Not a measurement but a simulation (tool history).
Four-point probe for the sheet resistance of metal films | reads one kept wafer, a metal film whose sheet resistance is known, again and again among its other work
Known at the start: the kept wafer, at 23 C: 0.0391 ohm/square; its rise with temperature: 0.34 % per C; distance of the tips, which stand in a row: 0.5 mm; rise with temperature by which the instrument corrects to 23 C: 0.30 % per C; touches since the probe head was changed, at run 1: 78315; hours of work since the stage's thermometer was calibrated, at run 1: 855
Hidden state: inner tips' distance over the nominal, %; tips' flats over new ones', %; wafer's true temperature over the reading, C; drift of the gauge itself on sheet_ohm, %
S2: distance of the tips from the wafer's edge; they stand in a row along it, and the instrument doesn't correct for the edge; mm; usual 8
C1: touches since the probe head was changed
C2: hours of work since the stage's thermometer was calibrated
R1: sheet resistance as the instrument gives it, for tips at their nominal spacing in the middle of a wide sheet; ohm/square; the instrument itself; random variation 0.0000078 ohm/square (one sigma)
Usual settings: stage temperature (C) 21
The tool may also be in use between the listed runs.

{"run": 1, "hour": 0.0, "stage temperature (C)": 21, "S2": 8, "C1": 78315, "C2": 855, "R1": 0.03874}
{"run": 2, "hour": 31.7, "stage temperature (C)": 21, "S2": 8, "C1": 79211, "C2": 872, "R1": 0.038728}
{"run": 3, "hour": 65.2, "stage temperature (C)": 21, "S2": 8, "C1": 80155, "C2": 890, "R1": 0.038716}
{"run": 4, "hour": 85.9, "stage temperature (C)": 28, "S2": 8, "C1": 80739, "C2": 901, "R1": 0.038832}
{"run": 5, "hour": 121.8, "stage temperature (C)": 24, "S2": 8, "C1": 81753, "C2": 920, "R1": 0.038762}
{"run": 6, "hour": 142.2, "stage temperature (C)": 24, "S2": 8, "C1": 82328, "C2": 930, "R1": 0.038776}
{"run": 7, "hour": 182.0, "stage temperature (C)": 24, "S2": 8, "C1": 83451, "C2": 951, "R1": 0.038765}
{"run": 8, "hour": 214.2, "stage temperature (C)": 24, "S2": 8, "C1": 84362, "C2": 968, "R1": 0.038749}
{"run": 9, "hour": 240.0, "stage temperature (C)": 24, "S2": 8, "C1": 85091, "C2": 982, "R1": 0.038746}
{"run": 10, "hour": 278.9, "stage temperature (C)": 24, "S2": 8, "C1": 86188, "C2": 1003, "R1": 0.038755}
{"run": 11, "hour": 298.0, "stage temperature (C)": 19, "S2": 8, "C1": 86728, "C2": 1013, "R1": 0.038674}
{"run": 12, "hour": 330.8, "stage temperature (C)": 19, "S2": 8, "C1": 87652, "C2": 1030, "R1": 0.038674}
{"run": 13, "hour": 361.1, "stage temperature (C)": 24, "S2": 8, "C1": 88508, "C2": 1046, "R1": 0.038749}
{"run": 14, "hour": 402.2, "stage temperature (C)": 24, "S2": 8, "C1": 89667, "C2": 1068, "R1": 0.038733}
{"run": 15, "hour": 433.8, "stage temperature (C)": 24, "S2": 8, "C1": 90558, "C2": 1085, "R1": 0.038745}
{"run": 16, "hour": 468.3, "stage temperature (C)": 24, "S2": 8, "C1": 91533, "C2": 1103, "R1": 0.038741}
{"run": 17, "hour": 488.6, "stage temperature (C)": 21, "S2": 8, "C1": 92108, "C2": 1114, "R1": 0.038702}
{"run": 18, "hour": 518.5, "stage temperature (C)": 21, "S2": 8, "C1": 92951, "C2": 1130, "R1": 0.03868}
{"run": 19, "hour": 553.6, "stage temperature (C)": 21, "S2": 8, "C1": 93940, "C2": 1148, "R1": 0.03868}
{"run": 20, "hour": 580.8, "stage temperature (C)": 21, "S2": 8, "C1": 94709, "C2": 1163, "R1": 0.038671}
{"hour": 584.9, "done": "stage's thermometer calibrated"}
{"run": 21, "hour": 600.2, "stage temperature (C)": 21, "S2": 8, "C1": 95243, "C2": 8, "R1": 0.038691}
{"run": 22, "hour": 637.6, "stage temperature (C)": 21, "S2": 8, "C1": 96297, "C2": 28, "R1": 0.038682}
{"run": 23, "hour": 674.7, "stage temperature (C)": 21, "S2": 8, "C1": 97344, "C2": 48, "R1": 0.038676}
{"run": 24, "hour": 713.1, "stage temperature (C)": 21, "S2": 8, "C1": 98430, "C2": 68, "R1": 0.038679}
{"run": 25, "hour": 742.1, "stage temperature (C)": 23, "S2": 5, "C1": 99249, "C2": 83, "R1": 0.038821}
{"run": 26, "hour": 767.6, "stage temperature (C)": 23, "S2": 5, "C1": 99967, "C2": 97, "R1": 0.038825}
{"run": 27, "hour": 790.7, "stage temperature (C)": 23, "S2": 5, "C1": 100620, "C2": 109, "R1": 0.038826}
{"run": 28, "hour": 824.3, "stage temperature (C)": 25, "S2": 5, "C1": 101567, "C2": 127, "R1": 0.038863}
{"hour": 830.7, "done": "stage's thermometer calibrated, once more"}
{"run": 29, "hour": 854.0, "stage temperature (C)": 21, "S2": 15, "C1": 102392, "C2": 12, "R1": 0.038574}
{"run": 30, "hour": 892.3, "stage temperature (C)": 21, "S2": 15, "C1": 103474, "C2": 33, "R1": 0.038572}
{"run": 31, "hour": 918.7, "stage temperature (C)": 23, "S2": 69, "C1": 104218, "C2": 47, "R1": 0.038578}
{"run": 32, "hour": 948.6, "stage temperature (C)": 23, "S2": 69, "C1": 105061, "C2": 62, "R1": 0.038578}
{"run": 33, "hour": 991.2, "stage temperature (C)": 23, "S2": 69, "C1": 106264, "C2": 85, "R1": 0.038558}
{"run": 34, "hour": 1030.5, "stage temperature (C)": 23, "S2": 9, "C1": 107373, "C2": 106, "R1": 0.038628}
{"run": 35, "hour": 1068.2, "stage temperature (C)": 31, "S2": 12, "C1": 108438, "C2": 126, "R1": 0.038717}
{"run": 36, "hour": 1095.9, "stage temperature (C)": 31, "S2": 3, "C1": 109219, "C2": 140, "R1": 0.039243}
{"hour": 1105.6, "done": "new probe head fitted"}
{"run": 37, "hour": 1133.7, "stage temperature (C)": 21, "S2": 45, "C1": 794, "C2": 160, "R1": 0.038907}
{"run": 38, "hour": 1162.2, "stage temperature (C)": 29, "S2": 20, "C1": 1596, "C2": 175, "R1": 0.039057}
{"run": 39, "hour": 1194.5, "stage temperature (C)": 19, "S2": 33, "C1": 2509, "C2": 192, "R1": 0.03888}
{"run": 40, "hour": 1234.4, "stage temperature (C)": 28, "S2": 23, "C1": 3636, "C2": 213, "R1": 0.03903}
{"run": 41, "hour": 1267.3, "stage temperature (C)": 23, "S2": 7, "C1": 4565, "C2": 231, "R1": 0.039046}
{"run": 42, "hour": 1286.7, "stage temperature (C)": 23, "S2": 7, "C1": 5111, "C2": 241, "R1": 0.039044}
{"run": 43, "hour": 1314.1, "stage temperature (C)": 23, "S2": 14, "C1": 5884, "C2": 255, "R1": 0.038956}
{"run": 44, "hour": 1354.2, "stage temperature (C)": 23, "S2": 14, "C1": 7018, "C2": 277, "R1": 0.038946}
{"run": 45, "hour": 1383.1, "stage temperature (C)": 29, "S2": 9, "C1": 7832, "C2": 292, "R1": 0.039076}

Some steps in R1 between neighbouring runs. How much of each would the tool show without its hidden state too (settings, what came in, random variation), and how much is left for the hidden state, with any gauge scatter that isn't in both results?
Run 28 -> 29: stage temperature (C) 25 -> 21, S2 5 -> 15, stage's thermometer calibrated, once more. R1 -0.000289 ohm/square: hidden state -0.000027, all else -0.000262.
Run 35 -> 36: S2 12 -> 3. R1 +0.000526 ohm/square: hidden state -0.000009, all else +0.000535.
Run 36 -> 37: stage temperature (C) 31 -> 21, S2 3 -> 45, new probe head fitted. R1 -0.000336 ohm/square: hidden state +0.000402, all else -0.000738.

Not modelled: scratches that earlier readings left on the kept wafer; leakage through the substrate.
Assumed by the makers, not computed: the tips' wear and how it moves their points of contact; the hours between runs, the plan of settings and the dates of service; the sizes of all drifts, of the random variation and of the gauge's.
